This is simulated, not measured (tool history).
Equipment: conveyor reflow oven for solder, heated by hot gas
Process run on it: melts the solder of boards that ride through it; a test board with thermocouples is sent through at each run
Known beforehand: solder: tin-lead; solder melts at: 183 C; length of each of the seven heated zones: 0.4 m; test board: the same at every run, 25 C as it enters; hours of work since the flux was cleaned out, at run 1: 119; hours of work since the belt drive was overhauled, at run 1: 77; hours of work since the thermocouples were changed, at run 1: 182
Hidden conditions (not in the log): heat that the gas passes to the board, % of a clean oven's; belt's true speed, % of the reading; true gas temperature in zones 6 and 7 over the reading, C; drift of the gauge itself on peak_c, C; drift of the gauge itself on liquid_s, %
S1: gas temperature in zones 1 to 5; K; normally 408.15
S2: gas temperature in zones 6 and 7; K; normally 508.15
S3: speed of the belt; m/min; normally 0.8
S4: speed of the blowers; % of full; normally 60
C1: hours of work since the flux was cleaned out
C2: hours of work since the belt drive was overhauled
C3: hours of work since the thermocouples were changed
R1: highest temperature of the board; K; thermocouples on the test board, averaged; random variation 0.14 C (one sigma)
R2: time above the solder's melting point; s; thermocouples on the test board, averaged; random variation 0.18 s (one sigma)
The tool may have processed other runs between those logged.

{"run": 1, "hour": 0.0, "S1": 408.15, "S2": 508.15, "S3": 0.8, "S4": 60, "C1": 119, "C2": 77, "C3": 182, "R1": 485.15, "R2": 39.9}
{"run": 2, "hour": 6.8, "S1": 408.15, "S2": 521.15, "S3": 0.8, "S4": 60, "C1": 123, "C2": 81, "C3": 186, "R1": 495.95, "R2": 46.5}
{"run": 3, "hour": 15.0, "S1": 408.15, "S2": 508.15, "S3": 0.8, "S4": 60, "C1": 128, "C2": 86, "C3": 191, "R1": 485.05, "R2": 39.5}
{"run": 4, "hour": 25.2, "S1": 408.15, "S2": 508.15, "S3": 0.8, "S4": 60, "C1": 134, "C2": 92, "C3": 197, "R1": 485.15, "R2": 39.6}
{"run": 5, "hour": 33.2, "S1": 408.15, "S2": 508.15, "S3": 0.8, "S4": 60, "C1": 139, "C2": 97, "C3": 202, "R1": 485.05, "R2": 39.6}
{"run": 6, "hour": 43.7, "S1": 408.15, "S2": 508.15, "S3": 0.8, "S4": 60, "C1": 145, "C2": 103, "C3": 208, "R1": 485.25, "R2": 39.7}
{"run": 7, "hour": 55.8, "S1": 408.15, "S2": 508.15, "S3": 0.8, "S4": 60, "C1": 152, "C2": 110, "C3": 215, "R1": 484.85, "R2": 39.8}
{"run": 8, "hour": 62.0, "S1": 408.15, "S2": 508.15, "S3": 0.8, "S4": 60, "C1": 156, "C2": 114, "C3": 218, "R1": 484.95, "R2": 39.8}
{"run": 9, "hour": 70.9, "S1": 408.15, "S2": 508.15, "S3": 0.8, "S4": 60, "C1": 161, "C2": 119, "C3": 224, "R1": 484.65, "R2": 39.4}
{"run": 10, "hour": 79.3, "S1": 408.15, "S2": 508.15, "S3": 0.8, "S4": 60, "C1": 166, "C2": 124, "C3": 229, "R1": 485.05, "R2": 39.5}
{"run": 11, "hour": 85.6, "S1": 408.15, "S2": 505.15, "S3": 0.8, "S4": 60, "C1": 169, "C2": 128, "C3": 232, "R1": 482.35, "R2": 37.6}
{"run": 12, "hour": 94.0, "S1": 408.15, "S2": 505.15, "S3": 0.8, "S4": 60, "C1": 174, "C2": 133, "C3": 237, "R1": 482.45, "R2": 37}
{"hour": 101.2, "done": "flux residue cleaned out of gas plates and filters"}
{"run": 13, "hour": 112.2, "S1": 408.15, "S2": 505.15, "S3": 0.8, "S4": 60, "C1": 6, "C2": 140, "C3": 245, "R1": 483.45, "R2": 38.8}
{"run": 14, "hour": 123.9, "S1": 408.15, "S2": 505.15, "S3": 0.8, "S4": 59, "C1": 13, "C2": 147, "C3": 252, "R1": 482.95, "R2": 38.3}
{"run": 15, "hour": 133.3, "S1": 408.15, "S2": 517.15, "S3": 0.81, "S4": 60, "C1": 19, "C2": 153, "C3": 257, "R1": 492.65, "R2": 44.5}
{"run": 16, "hour": 145.3, "S1": 397.15, "S2": 508.15, "S3": 0.694, "S4": 74, "C1": 26, "C2": 160, "C3": 264, "R1": 492.25, "R2": 49.6}
{"run": 17, "hour": 154.7, "S1": 397.15, "S2": 508.15, "S3": 0.724, "S4": 74, "C1": 31, "C2": 165, "C3": 270, "R1": 490.65, "R2": 46.3}
{"run": 18, "hour": 162.8, "S1": 407.15, "S2": 522.15, "S3": 0.777, "S4": 60, "C1": 36, "C2": 170, "C3": 275, "R1": 498.35, "R2": 49.4}
{"run": 19, "hour": 176.1, "S1": 407.15, "S2": 522.15, "S3": 0.777, "S4": 60, "C1": 44, "C2": 178, "C3": 282, "R1": 498.45, "R2": 49.3}
{"run": 20, "hour": 188.7, "S1": 408.15, "S2": 508.15, "S3": 0.8, "S4": 51, "C1": 51, "C2": 185, "C3": 290, "R1": 482.55, "R2": 37.5}
{"run": 21, "hour": 199.0, "S1": 408.15, "S2": 508.15, "S3": 0.8, "S4": 51, "C1": 57, "C2": 191, "C3": 296, "R1": 482.45, "R2": 37.4}
{"run": 22, "hour": 211.1, "S1": 408.15, "S2": 508.15, "S3": 0.8, "S4": 51, "C1": 64, "C2": 198, "C3": 303, "R1": 482.55, "R2": 37.5}
{"run": 23, "hour": 219.4, "S1": 413.15, "S2": 508.15, "S3": 0.8, "S4": 86, "C1": 69, "C2": 203, "C3": 308, "R1": 492.15, "R2": 46.7}
{"run": 24, "hour": 227.3, "S1": 417.15, "S2": 516.15, "S3": 0.713, "S4": 68, "C1": 74, "C2": 208, "C3": 312, "R1": 500.05, "R2": 58.4}
{"run": 25, "hour": 237.5, "S1": 417.15, "S2": 516.15, "S3": 0.713, "S4": 68, "C1": 80, "C2": 214, "C3": 318, "R1": 500.15, "R2": 58.4}
{"run": 26, "hour": 244.1, "S1": 418.15, "S2": 523.15, "S3": 0.888, "S4": 62, "C1": 84, "C2": 218, "C3": 322, "R1": 496.35, "R2": 44.6}
{"run": 27, "hour": 257.1, "S1": 419.15, "S2": 522.15, "S3": 0.65, "S4": 68, "C1": 91, "C2": 225, "C3": 330, "R1": 508.35, "R2": 69}
{"run": 28, "hour": 262.8, "S1": 393.15, "S2": 509.15, "S3": 0.85, "S4": 84, "C1": 95, "C2": 228, "C3": 333, "R1": 486.65, "R2": 35.5}

Predict each of these 5 candidate next runs independently; none follows another, all start after run 28:
{"run": "A", "hour": 271.3, "S1": 411.15, "S2": 498.15, "S3": 0.898, "S4": 60, "C1": 100, "C2": 234, "C3": 338, "R1": "?", "R2": "?"}
{"run": "B", "hour": 271.3, "S1": 417.15, "S2": 509.15, "S3": 0.85, "S4": 61, "C1": 100, "C2": 234, "C3": 338, "R1": "?", "R2": "?"}
{"run": "C", "hour": 271.3, "S1": 412.15, "S2": 517.15, "S3": 0.789, "S4": 60, "C1": 100, "C2": 234, "C3": 338, "R1": "?", "R2": "?"}
{"run": "D", "hour": 271.3, "S1": 406.15, "S2": 509.15, "S3": 0.85, "S4": 51, "C1": 100, "C2": 234, "C3": 338, "R1": "?", "R2": "?"}
{"run": "E", "hour": 271.3, "S1": 398.15, "S2": 518.15, "S3": 0.929, "S4": 84, "C1": 100, "C2": 234, "C3": 338, "R1": "?", "R2": "?"}

run=A R1=473.45 R2=26.2
run=B R1=486.45 R2=40.5
run=C R1=494.45 R2=47.5
run=D R1=480.15 R2=32.3
run=E R1=491.45 R2=35.6
Stripped of hidden state, with their random variation kept, the same runs would have yielded:
run=A R1=474.15 R2=27
run=B R1=487.25 R2=40.9
run=C R1=495.15 R2=47.8
run=D R1=480.95 R2=32.8
run=E R1=492.55 R2=36
